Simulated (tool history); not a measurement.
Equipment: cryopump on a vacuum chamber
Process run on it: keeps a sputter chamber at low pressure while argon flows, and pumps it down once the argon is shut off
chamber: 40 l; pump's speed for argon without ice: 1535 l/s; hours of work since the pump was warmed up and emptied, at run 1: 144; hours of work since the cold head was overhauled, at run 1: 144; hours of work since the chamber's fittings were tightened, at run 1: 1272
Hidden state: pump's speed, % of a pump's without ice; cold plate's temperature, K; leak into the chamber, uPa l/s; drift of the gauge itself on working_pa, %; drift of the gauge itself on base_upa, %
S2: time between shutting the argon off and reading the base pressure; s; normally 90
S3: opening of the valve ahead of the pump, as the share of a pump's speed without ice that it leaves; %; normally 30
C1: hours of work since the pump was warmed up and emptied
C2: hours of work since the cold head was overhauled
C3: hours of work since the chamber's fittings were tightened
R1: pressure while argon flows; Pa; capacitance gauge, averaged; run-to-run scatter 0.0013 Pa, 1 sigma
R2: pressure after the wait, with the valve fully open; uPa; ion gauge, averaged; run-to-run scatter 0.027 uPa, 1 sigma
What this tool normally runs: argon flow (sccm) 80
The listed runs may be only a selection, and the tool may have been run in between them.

{"run": 1, "day": 0.0, "argon flow (sccm)": 80, "S2": 90, "S3": 30, "C1": 144, "C2": 144, "C3": 1272, "R1": 0.298, "R2": 1.88}
{"run": 2, "day": 1.779, "argon flow (sccm)": 80, "S2": 90, "S3": 30, "C1": 173, "C2": 173, "C3": 1300, "R1": 0.2992, "R2": 1.88}
{"run": 3, "day": 3.842, "argon flow (sccm)": 51, "S2": 90, "S3": 30, "C1": 206, "C2": 206, "C3": 1334, "R1": 0.1907, "R2": 1.99}
{"run": 4, "day": 5.725, "argon flow (sccm)": 51, "S2": 90, "S3": 30, "C1": 236, "C2": 236, "C3": 1364, "R1": 0.1907, "R2": 1.96}
{"run": 5, "day": 7.267, "argon flow (sccm)": 51, "S2": 90, "S3": 30, "C1": 261, "C2": 261, "C3": 1389, "R1": 0.1923, "R2": 1.96}
{"run": 6, "day": 9.358, "argon flow (sccm)": 51, "S2": 90, "S3": 30, "C1": 295, "C2": 295, "C3": 1423, "R1": 0.1916, "R2": 1.95}
{"run": 7, "day": 10.375, "argon flow (sccm)": 51, "S2": 90, "S3": 30, "C1": 312, "C2": 312, "C3": 1439, "R1": 0.1934, "R2": 2.04}
{"run": 8, "day": 12.521, "argon flow (sccm)": 80, "S2": 90, "S3": 30, "C1": 346, "C2": 346, "C3": 1474, "R1": 0.305, "R2": 1.99}
{"run": 9, "day": 14.308, "argon flow (sccm)": 80, "S2": 90, "S3": 30, "C1": 375, "C2": 375, "C3": 1503, "R1": 0.3056, "R2": 2.12}
{"run": 10, "day": 15.575, "argon flow (sccm)": 80, "S2": 90, "S3": 30, "C1": 396, "C2": 396, "C3": 1523, "R1": 0.3038, "R2": 2.13}
{"run": 11, "day": 17.054, "argon flow (sccm)": 87, "S2": 90, "S3": 30, "C1": 419, "C2": 419, "C3": 1547, "R1": 0.3328, "R2": 2.07}
{"run": 12, "day": 18.838, "argon flow (sccm)": 87, "S2": 237, "S3": 30, "C1": 448, "C2": 448, "C3": 1576, "R1": 0.3331, "R2": 1.45}
{"run": 13, "day": 21.112, "argon flow (sccm)": 80, "S2": 90, "S3": 30, "C1": 485, "C2": 485, "C3": 1613, "R1": 0.3092, "R2": 2.19}
{"day": 22.629, "done": "pump warmed up, emptied and cooled again"}
{"run": 14, "day": 22.742, "argon flow (sccm)": 80, "S2": 90, "S3": 30, "C1": 2, "C2": 508, "C3": 1636, "R1": 0.2936, "R2": 2.06}
{"run": 15, "day": 23.792, "argon flow (sccm)": 80, "S2": 90, "S3": 20, "C1": 19, "C2": 525, "C3": 1653, "R1": 0.4369, "R2": 2.03}
{"run": 16, "day": 25.15, "argon flow (sccm)": 80, "S2": 90, "S3": 35, "C1": 41, "C2": 547, "C3": 1675, "R1": 0.2536, "R2": 2.08}
{"run": 17, "day": 26.604, "argon flow (sccm)": 80, "S2": 90, "S3": 30, "C1": 64, "C2": 570, "C3": 1698, "R1": 0.2949, "R2": 2.02}
{"run": 18, "day": 28.225, "argon flow (sccm)": 80, "S2": 90, "S3": 30, "C1": 90, "C2": 597, "C3": 1724, "R1": 0.2941, "R2": 2.17}
{"run": 19, "day": 30.25, "argon flow (sccm)": 80, "S2": 106, "S3": 27, "C1": 123, "C2": 629, "C3": 1757, "R1": 0.3275, "R2": 1.91}
{"run": 20, "day": 31.258, "argon flow (sccm)": 60, "S2": 293, "S3": 24, "C1": 139, "C2": 646, "C3": 1773, "R1": 0.2766, "R2": 1.41}
{"run": 21, "day": 32.333, "argon flow (sccm)": 158, "S2": 96, "S3": 25, "C1": 157, "C2": 663, "C3": 1791, "R1": 0.7048, "R2": 2.04}
{"run": 22, "day": 33.788, "argon flow (sccm)": 158, "S2": 96, "S3": 25, "C1": 180, "C2": 686, "C3": 1814, "R1": 0.7046, "R2": 2.06}
{"run": 23, "day": 35.988, "argon flow (sccm)": 158, "S2": 96, "S3": 25, "C1": 216, "C2": 722, "C3": 1850, "R1": 0.7036, "R2": 2.13}
{"run": 24, "day": 37.075, "argon flow (sccm)": 89, "S2": 87, "S3": 30, "C1": 233, "C2": 740, "C3": 1867, "R1": 0.3336, "R2": 2.21}
{"run": 25, "day": 38.696, "argon flow (sccm)": 89, "S2": 87, "S3": 30, "C1": 260, "C2": 766, "C3": 1893, "R1": 0.3348, "R2": 2.26}
{"run": 26, "day": 40.012, "argon flow (sccm)": 80, "S2": 289, "S3": 52, "C1": 281, "C2": 787, "C3": 1915, "R1": 0.1774, "R2": 1.52}
{"run": 27, "day": 42.275, "argon flow (sccm)": 80, "S2": 90, "S3": 44, "C1": 317, "C2": 823, "C3": 1951, "R1": 0.2101, "R2": 2.31}

For run 28, what comes out?
{"run": 28, "day": 43.758, "argon flow (sccm)": 73, "S2": 88, "S3": 26, "C1": 341, "C2": 847, "C3": 1975, "R1": "?", "R2": "?"}

{"run 28": {"R1": 0.3174, "R2": 2.28}}
With the hidden condition absent and the run-to-run variation left alone, this run would have shown R1 0.3093 Pa, R2 1.27 uPa.

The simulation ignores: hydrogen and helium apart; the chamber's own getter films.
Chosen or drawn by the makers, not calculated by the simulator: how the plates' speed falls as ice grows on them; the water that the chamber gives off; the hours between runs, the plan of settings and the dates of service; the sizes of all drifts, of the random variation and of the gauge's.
